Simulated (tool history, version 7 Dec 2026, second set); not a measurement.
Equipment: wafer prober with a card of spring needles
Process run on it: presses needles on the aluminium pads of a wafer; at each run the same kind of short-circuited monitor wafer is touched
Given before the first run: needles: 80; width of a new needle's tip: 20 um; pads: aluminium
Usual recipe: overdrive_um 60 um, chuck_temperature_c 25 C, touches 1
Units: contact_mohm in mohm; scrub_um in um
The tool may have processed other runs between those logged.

Run 1, hour 0.0: usual settings. Result: contact_mohm 209 mohm, scrub_um 12.03 um.
At hour 4.0: tips cleaned on abrasive film.
At hour 11.9: tips cleaned on abrasive film.
At hour 19.9: tips cleaned on abrasive film.
At hour 29.8: tips cleaned on abrasive film.
Run 2, hour 33.9: usual settings. Result: contact_mohm 210 mohm, scrub_um 12.10 um.
At hour 37.9: tips cleaned on abrasive film.
At hour 45.8: tips cleaned on abrasive film.
At hour 53.8: tips cleaned on abrasive film.
At hour 63.7: tips cleaned on abrasive film.
At hour 73.6: tips cleaned on abrasive film.
Run 3, hour 81.4: usual settings but overdrive_um 48 um. Result: contact_mohm 216 mohm, scrub_um 9.64 um.
At hour 83.4: tips cleaned on abrasive film.
At hour 93.3: tips cleaned on abrasive film.
At hour 103.2: tips cleaned on abrasive film.
At hour 113.1: tips cleaned on abrasive film.
At hour 123.0: tips cleaned on abrasive film.
At hour 130.9: tips cleaned on abrasive film.
Run 4, hour 137.6: usual settings but overdrive_um 48 um. Result: contact_mohm 216 mohm, scrub_um 9.59 um.
At hour 139.6: tips cleaned on abrasive film.
At hour 147.6: tips cleaned on abrasive film.
At hour 153.7: height of the first contact set anew.
At hour 155.8: tips cleaned on abrasive film.
At hour 163.7: tips cleaned on abrasive film.
Run 5, hour 171.0: usual settings but chuck_temperature_c 85 C. Result: contact_mohm 224 mohm, scrub_um 12.01 um.
At hour 173.0: tips cleaned on abrasive film.
At hour 181.0: tips cleaned on abrasive film.
At hour 188.9: tips cleaned on abrasive film.
At hour 196.8: tips cleaned on abrasive film.
At hour 204.8: tips cleaned on abrasive film.
Run 6, hour 208.7: usual settings but touches 2. Result: contact_mohm 209 mohm, scrub_um 12.08 um.
At hour 212.7: tips cleaned on abrasive film.
At hour 222.6: tips cleaned on abrasive film.
At hour 230.5: tips cleaned on abrasive film.
At hour 240.4: tips cleaned on abrasive film.
At hour 248.4: tips cleaned on abrasive film.
Run 7, hour 248.5: usual settings but overdrive_um 51 um, chuck_temperature_c 28 C, touches 2. Result: contact_mohm 214 mohm, scrub_um 10.17 um.
At hour 256.4: tips cleaned on abrasive film.
At hour 264.3: tips cleaned on abrasive film.
At hour 274.2: tips cleaned on abrasive film.
At hour 282.2: tips cleaned on abrasive film.
Run 8, hour 284.1: usual settings but overdrive_um 51 um, chuck_temperature_c 28 C, touches 2. Result: contact_mohm 221 mohm, scrub_um 10.28 um.
At hour 292.0: tips cleaned on abrasive film.
At hour 300.0: tips cleaned on abrasive film.
At hour 307.9: tips cleaned on abrasive film.
At hour 317.8: tips cleaned on abrasive film.
At hour 327.7: tips cleaned on abrasive film.
At hour 337.6: tips cleaned on abrasive film.
Run 9, hour 344.9: usual settings but overdrive_um 51 um, chuck_temperature_c 96 C, touches 3. Result: contact_mohm 233 mohm, scrub_um 10.20 um.
At hour 347.0: tips cleaned on abrasive film.
At hour 353.2: height of the first contact set anew.
At hour 355.2: tips cleaned on abrasive film.
At hour 365.1: tips cleaned on abrasive film.
At hour 373.0: tips cleaned on abrasive film.
At hour 382.9: tips cleaned on abrasive film.
Run 10, hour 387.8: usual settings but chuck_temperature_c 77 C. Result: contact_mohm 229 mohm, scrub_um 11.97 um.
At hour 391.8: tips cleaned on abrasive film.
At hour 401.7: tips cleaned on abrasive film.
At hour 411.6: tips cleaned on abrasive film.
At hour 419.5: tips cleaned on abrasive film.
Run 11, hour 425.5: usual settings but chuck_temperature_c 77 C. Result: contact_mohm 225 mohm, scrub_um 11.94 um.
At hour 427.6: tips cleaned on abrasive film.
At hour 435.5: tips cleaned on abrasive film.
At hour 445.4: tips cleaned on abrasive film.
At hour 453.4: tips cleaned on abrasive film.
At hour 461.3: tips cleaned on abrasive film.
Run 12, hour 467.9: usual settings but chuck_temperature_c 77 C. Result: contact_mohm 221 mohm, scrub_um 12.05 um.

Forecast each of these 4 alternatives for the next run:
At hour 469.9: tips cleaned on abrasive film.
At hour 477.9: tips cleaned on abrasive film.
At hour 485.8: tips cleaned on abrasive film.
At hour 493.7: tips cleaned on abrasive film.
At hour 501.7: tips cleaned on abrasive film.
At hour 511.6: tips cleaned on abrasive film.
At hour 521.4: tips cleaned on abrasive film.
At hour 529.4: tips cleaned on abrasive film.
Run A, hour 529.9: usual settings but overdrive_um 47 um, chuck_temperature_c 73 C, touches 2. Result: contact_mohm ?, scrub_um ?.
At hour 469.9: tips cleaned on abrasive film.
At hour 477.9: tips cleaned on abrasive film.
At hour 485.8: tips cleaned on abrasive film.
At hour 493.7: tips cleaned on abrasive film.
At hour 501.7: tips cleaned on abrasive film.
At hour 511.6: tips cleaned on abrasive film.
At hour 521.4: tips cleaned on abrasive film.
At hour 529.4: tips cleaned on abrasive film.
Run B, hour 529.9: usual settings but overdrive_um 45 um, chuck_temperature_c 89 C. Result: contact_mohm ?, scrub_um ?.
At hour 469.9: tips cleaned on abrasive film.
At hour 477.9: tips cleaned on abrasive film.
At hour 485.8: tips cleaned on abrasive film.
At hour 493.7: tips cleaned on abrasive film.
At hour 501.7: tips cleaned on abrasive film.
At hour 511.6: tips cleaned on abrasive film.
At hour 521.4: tips cleaned on abrasive film.
At hour 529.4: tips cleaned on abrasive film.
Run C, hour 529.9: usual settings but overdrive_um 57 um, chuck_temperature_c 72 C, touches 3. Result: contact_mohm ?, scrub_um ?.
At hour 469.9: tips cleaned on abrasive film.
At hour 477.9: tips cleaned on abrasive film.
At hour 485.8: tips cleaned on abrasive film.
At hour 493.7: tips cleaned on abrasive film.
At hour 501.7: tips cleaned on abrasive film.
At hour 511.6: tips cleaned on abrasive film.
At hour 521.4: tips cleaned on abrasive film.
At hour 529.4: tips cleaned on abrasive film.
Run D, hour 529.9: usual settings but chuck_temperature_c 71 C, touches 3. Result: contact_mohm ?, scrub_um ?.

run  contact_mohm  scrub_um
  A           231      9.40
  B           236      9.07
  C           226     11.41
  D           222     12.04
The same runs, with their run-to-run variation unchanged, on a tool lacking any hidden condition would have given:
run  contact_mohm  scrub_um
  A           231      9.41
  B           236      9.07
  C           226     11.42
  D           222     12.05
